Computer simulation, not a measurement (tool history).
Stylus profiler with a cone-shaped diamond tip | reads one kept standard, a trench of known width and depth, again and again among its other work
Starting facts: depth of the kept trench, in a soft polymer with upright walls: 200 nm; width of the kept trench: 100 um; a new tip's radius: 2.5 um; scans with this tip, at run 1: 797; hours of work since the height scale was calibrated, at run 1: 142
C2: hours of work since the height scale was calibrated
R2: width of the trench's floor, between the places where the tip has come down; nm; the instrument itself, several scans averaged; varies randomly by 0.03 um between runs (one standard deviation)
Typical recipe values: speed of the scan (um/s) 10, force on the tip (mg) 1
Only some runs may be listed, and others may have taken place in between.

{"run": 1, "hour": 0.0, "speed of the scan (um/s)": 10, "force on the tip (mg)": 1, "scans with this tip": 797, "C2": 142, "depth of the trench (nm)": 201.8, "R2": 97850}
{"run": 2, "hour": 21.9, "speed of the scan (um/s)": 10, "force on the tip (mg)": 1, "scans with this tip": 863, "C2": 154, "depth of the trench (nm)": 202.03, "R2": 97890}
{"run": 3, "hour": 46.7, "speed of the scan (um/s)": 10, "force on the tip (mg)": 2.83, "scans with this tip": 937, "C2": 167, "depth of the trench (nm)": 203.7, "R2": 97960}
{"run": 4, "hour": 74.8, "speed of the scan (um/s)": 10, "force on the tip (mg)": 2.83, "scans with this tip": 1021, "C2": 182, "depth of the trench (nm)": 203.62, "R2": 97910}
{"run": 5, "hour": 92.1, "speed of the scan (um/s)": 10, "force on the tip (mg)": 2.83, "scans with this tip": 1073, "C2": 192, "depth of the trench (nm)": 203.63, "R2": 97910}
{"run": 6, "hour": 120.9, "speed of the scan (um/s)": 10, "force on the tip (mg)": 0.37, "scans with this tip": 1159, "C2": 207, "depth of the trench (nm)": 200.82, "R2": 97770}
{"run": 7, "hour": 138.1, "speed of the scan (um/s)": 10, "force on the tip (mg)": 0.37, "scans with this tip": 1211, "C2": 216, "depth of the trench (nm)": 201.01, "R2": 97760}
{"run": 8, "hour": 158.9, "speed of the scan (um/s)": 10, "force on the tip (mg)": 0.37, "scans with this tip": 1273, "C2": 227, "depth of the trench (nm)": 200.8, "R2": 97790}
{"run": 9, "hour": 174.0, "speed of the scan (um/s)": 10, "force on the tip (mg)": 0.37, "scans with this tip": 1318, "C2": 235, "depth of the trench (nm)": 200.89, "R2": 97760}
{"run": 10, "hour": 202.7, "speed of the scan (um/s)": 10, "force on the tip (mg)": 0.37, "scans with this tip": 1404, "C2": 251, "depth of the trench (nm)": 200.74, "R2": 97800}
{"run": 11, "hour": 217.1, "speed of the scan (um/s)": 10, "force on the tip (mg)": 0.42, "scans with this tip": 1447, "C2": 258, "depth of the trench (nm)": 200.91, "R2": 97810}
{"run": 12, "hour": 235.8, "speed of the scan (um/s)": 10, "force on the tip (mg)": 1, "scans with this tip": 1503, "C2": 268, "depth of the trench (nm)": 201.74, "R2": 97820}
{"run": 13, "hour": 252.7, "speed of the scan (um/s)": 10, "force on the tip (mg)": 1, "scans with this tip": 1553, "C2": 277, "depth of the trench (nm)": 201.7, "R2": 97850}
{"run": 14, "hour": 268.9, "speed of the scan (um/s)": 10, "force on the tip (mg)": 1, "scans with this tip": 1601, "C2": 286, "depth of the trench (nm)": 201.62, "R2": 97850}
{"run": 15, "hour": 287.6, "speed of the scan (um/s)": 10, "force on the tip (mg)": 1, "scans with this tip": 1657, "C2": 296, "depth of the trench (nm)": 201.76, "R2": 97800}
{"run": 16, "hour": 314.2, "speed of the scan (um/s)": 10, "force on the tip (mg)": 1, "scans with this tip": 1737, "C2": 310, "depth of the trench (nm)": 201.74, "R2": 97820}
{"run": 17, "hour": 331.7, "speed of the scan (um/s)": 10, "force on the tip (mg)": 1, "scans with this tip": 1789, "C2": 319, "depth of the trench (nm)": 201.62, "R2": 97830}
{"run": 18, "hour": 343.5, "speed of the scan (um/s)": 10, "force on the tip (mg)": 1, "scans with this tip": 1825, "C2": 326, "depth of the trench (nm)": 201.78, "R2": 97780}
{"run": 19, "hour": 361.4, "speed of the scan (um/s)": 10, "force on the tip (mg)": 1, "scans with this tip": 1878, "C2": 335, "depth of the trench (nm)": 201.66, "R2": 97820}
{"run": 20, "hour": 386.9, "speed of the scan (um/s)": 10, "force on the tip (mg)": 1, "scans with this tip": 1955, "C2": 349, "depth of the trench (nm)": 201.56, "R2": 97840}
{"run": 21, "hour": 399.9, "speed of the scan (um/s)": 10, "force on the tip (mg)": 0.88, "scans with this tip": 1993, "C2": 356, "depth of the trench (nm)": 201.55, "R2": 97790}
{"run": 22, "hour": 422.5, "speed of the scan (um/s)": 10, "force on the tip (mg)": 0.88, "scans with this tip": 2061, "C2": 368, "depth of the trench (nm)": 201.56, "R2": 97810}
{"run": 23, "hour": 450.9, "speed of the scan (um/s)": 10, "force on the tip (mg)": 0.88, "scans with this tip": 2146, "C2": 383, "depth of the trench (nm)": 201.43, "R2": 97790}
{"run": 24, "hour": 472.5, "speed of the scan (um/s)": 10, "force on the tip (mg)": 1, "scans with this tip": 2211, "C2": 395, "depth of the trench (nm)": 201.62, "R2": 97750}
{"run": 25, "hour": 488.6, "speed of the scan (um/s)": 10, "force on the tip (mg)": 2.43, "scans with this tip": 2259, "C2": 403, "depth of the trench (nm)": 203.1, "R2": 97810}
{"run": 26, "hour": 515.4, "speed of the scan (um/s)": 2, "force on the tip (mg)": 2.78, "scans with this tip": 2339, "C2": 418, "depth of the trench (nm)": 203.47, "R2": 97840}
{"run": 27, "hour": 538.5, "speed of the scan (um/s)": 2, "force on the tip (mg)": 2.78, "scans with this tip": 2408, "C2": 430, "depth of the trench (nm)": 203.44, "R2": 97860}
{"run": 28, "hour": 554.1, "speed of the scan (um/s)": 2, "force on the tip (mg)": 2.78, "scans with this tip": 2455, "C2": 438, "depth of the trench (nm)": 203.41, "R2": 97880}
{"run": 29, "hour": 579.6, "speed of the scan (um/s)": 25, "force on the tip (mg)": 1.22, "scans with this tip": 2531, "C2": 452, "depth of the trench (nm)": 201.73, "R2": 97650}
{"run": 30, "hour": 606.6, "speed of the scan (um/s)": 25, "force on the tip (mg)": 1.22, "scans with this tip": 2612, "C2": 466, "depth of the trench (nm)": 201.99, "R2": 97600}
{"run": 31, "hour": 621.0, "speed of the scan (um/s)": 6, "force on the tip (mg)": 2.13, "scans with this tip": 2655, "C2": 474, "depth of the trench (nm)": 202.85, "R2": 97800}
{"run": 32, "hour": 646.3, "speed of the scan (um/s)": 6, "force on the tip (mg)": 2.16, "scans with this tip": 2730, "C2": 487, "depth of the trench (nm)": 202.87, "R2": 97820}
{"run": 33, "hour": 657.9, "speed of the scan (um/s)": 21, "force on the tip (mg)": 2.54, "scans with this tip": 2765, "C2": 494, "depth of the trench (nm)": 203.11, "R2": 97690}
{"hour": 661.1, "done": "height scale calibrated on a step standard"}
{"run": 34, "hour": 679.7, "speed of the scan (um/s)": 21, "force on the tip (mg)": 2.54, "scans with this tip": 2828, "C2": 10, "depth of the trench (nm)": 202.91, "R2": 97710}
{"run": 35, "hour": 704.7, "speed of the scan (um/s)": 21, "force on the tip (mg)": 2.54, "scans with this tip": 2903, "C2": 23, "depth of the trench (nm)": 203.02, "R2": 97640}
{"run": 36, "hour": 730.5, "speed of the scan (um/s)": 26, "force on the tip (mg)": 0.66, "scans with this tip": 2981, "C2": 37, "depth of the trench (nm)": 200.92, "R2": 97520}
{"hour": 740.9, "done": "height scale calibrated on a step standard, once more"}
{"run": 37, "hour": 743.0, "speed of the scan (um/s)": 30, "force on the tip (mg)": 0.43, "scans with this tip": 3016, "C2": 1, "depth of the trench (nm)": 201.22, "R2": 97390}
{"run": 38, "hour": 770.2, "speed of the scan (um/s)": 2, "force on the tip (mg)": 2.39, "scans with this tip": 3098, "C2": 16, "depth of the trench (nm)": 203.47, "R2": 97780}
{"run": 39, "hour": 798.8, "speed of the scan (um/s)": 5, "force on the tip (mg)": 1, "scans with this tip": 3183, "C2": 31, "depth of the trench (nm)": 201.86, "R2": 97760}
{"run": 40, "hour": 822.6, "speed of the scan (um/s)": 5, "force on the tip (mg)": 1.02, "scans with this tip": 3254, "C2": 44, "depth of the trench (nm)": 202.08, "R2": 97740}
{"run": 41, "hour": 839.3, "speed of the scan (um/s)": 5, "force on the tip (mg)": 1.02, "scans with this tip": 3304, "C2": 53, "depth of the trench (nm)": 201.87, "R2": 97720}
{"run": 42, "hour": 864.0, "speed of the scan (um/s)": 4, "force on the tip (mg)": 1.39, "scans with this tip": 3378, "C2": 66, "depth of the trench (nm)": 202.34, "R2": 97720}
{"run": 43, "hour": 892.7, "speed of the scan (um/s)": 4, "force on the tip (mg)": 1.39, "scans with this tip": 3464, "C2": 81, "depth of the trench (nm)": 202.33, "R2": 97820}
{"run": 44, "hour": 917.3, "speed of the scan (um/s)": 11, "force on the tip (mg)": 0.7, "scans with this tip": 3538, "C2": 94, "depth of the trench (nm)": 201.43, "R2": 97620}
{"run": 45, "hour": 939.1, "speed of the scan (um/s)": 34, "force on the tip (mg)": 0.7, "scans with this tip": 3603, "C2": 106, "depth of the trench (nm)": 201.38, "R2": 97280}
{"run": 46, "hour": 954.7, "speed of the scan (um/s)": 13, "force on the tip (mg)": 0.76, "scans with this tip": 3649, "C2": 114, "depth of the trench (nm)": 201.48, "R2": 97660}
{"run": 47, "hour": 981.9, "speed of the scan (um/s)": 40, "force on the tip (mg)": 1.16, "scans with this tip": 3731, "C2": 129, "depth of the trench (nm)": 201.99, "R2": 97410}

Results for each run, recomputed without the tool's hidden state and with each run's random variation untouched:
Unlogged tool condition in this case: radius of the tip, um; height scale over the true one, %; drift of the gauge itself on depth_nm, %; drift of the gauge itself on floor_um, %.
run=1 depth_of_the_trench_(nm)=201.85 R2=97900
run=2 depth_of_the_trench_(nm)=202.08 R2=97950
run=3 depth_of_the_trench_(nm)=203.76 R2=98020
run=4 depth_of_the_trench_(nm)=203.69 R2=97970
run=5 depth_of_the_trench_(nm)=203.71 R2=97980
run=6 depth_of_the_trench_(nm)=200.91 R2=97850
run=7 depth_of_the_trench_(nm)=201.1 R2=97850
run=8 depth_of_the_trench_(nm)=200.9 R2=97880
run=9 depth_of_the_trench_(nm)=201 R2=97850
run=10 depth_of_the_trench_(nm)=200.86 R2=97900
run=11 depth_of_the_trench_(nm)=201.03 R2=97910
run=12 depth_of_the_trench_(nm)=201.87 R2=97930
run=13 depth_of_the_trench_(nm)=201.84 R2=97960
run=14 depth_of_the_trench_(nm)=201.76 R2=97960
run=15 depth_of_the_trench_(nm)=201.91 R2=97920
run=16 depth_of_the_trench_(nm)=201.9 R2=97950
run=17 depth_of_the_trench_(nm)=201.79 R2=97960
run=18 depth_of_the_trench_(nm)=201.95 R2=97910
run=19 depth_of_the_trench_(nm)=201.84 R2=97960
run=20 depth_of_the_trench_(nm)=201.74 R2=97980
run=21 depth_of_the_trench_(nm)=201.74 R2=97940
run=22 depth_of_the_trench_(nm)=201.76 R2=97960
run=23 depth_of_the_trench_(nm)=201.64 R2=97950
run=24 depth_of_the_trench_(nm)=201.83 R2=97910
run=25 depth_of_the_trench_(nm)=203.32 R2=97970
run=26 depth_of_the_trench_(nm)=203.7 R2=98010
run=27 depth_of_the_trench_(nm)=203.68 R2=98040
run=28 depth_of_the_trench_(nm)=203.66 R2=98070
run=29 depth_of_the_trench_(nm)=201.98 R2=97840
run=30 depth_of_the_trench_(nm)=202.25 R2=97800
run=31 depth_of_the_trench_(nm)=203.12 R2=98000
run=32 depth_of_the_trench_(nm)=203.15 R2=98020
run=33 depth_of_the_trench_(nm)=203.39 R2=97900
run=34 depth_of_the_trench_(nm)=203.39 R2=97930
run=35 depth_of_the_trench_(nm)=203.5 R2=97870
run=36 depth_of_the_trench_(nm)=201.4 R2=97750
run=37 depth_of_the_trench_(nm)=201.18 R2=97620
run=38 depth_of_the_trench_(nm)=203.44 R2=98020
run=39 depth_of_the_trench_(nm)=201.85 R2=98000
run=40 depth_of_the_trench_(nm)=202.07 R2=97990
run=41 depth_of_the_trench_(nm)=201.87 R2=97980
run=42 depth_of_the_trench_(nm)=202.35 R2=97980
run=43 depth_of_the_trench_(nm)=202.34 R2=98080
run=44 depth_of_the_trench_(nm)=201.45 R2=97890
run=45 depth_of_the_trench_(nm)=201.41 R2=97560
run=46 depth_of_the_trench_(nm)=201.52 R2=97940
run=47 depth_of_the_trench_(nm)=202.03 R2=97700
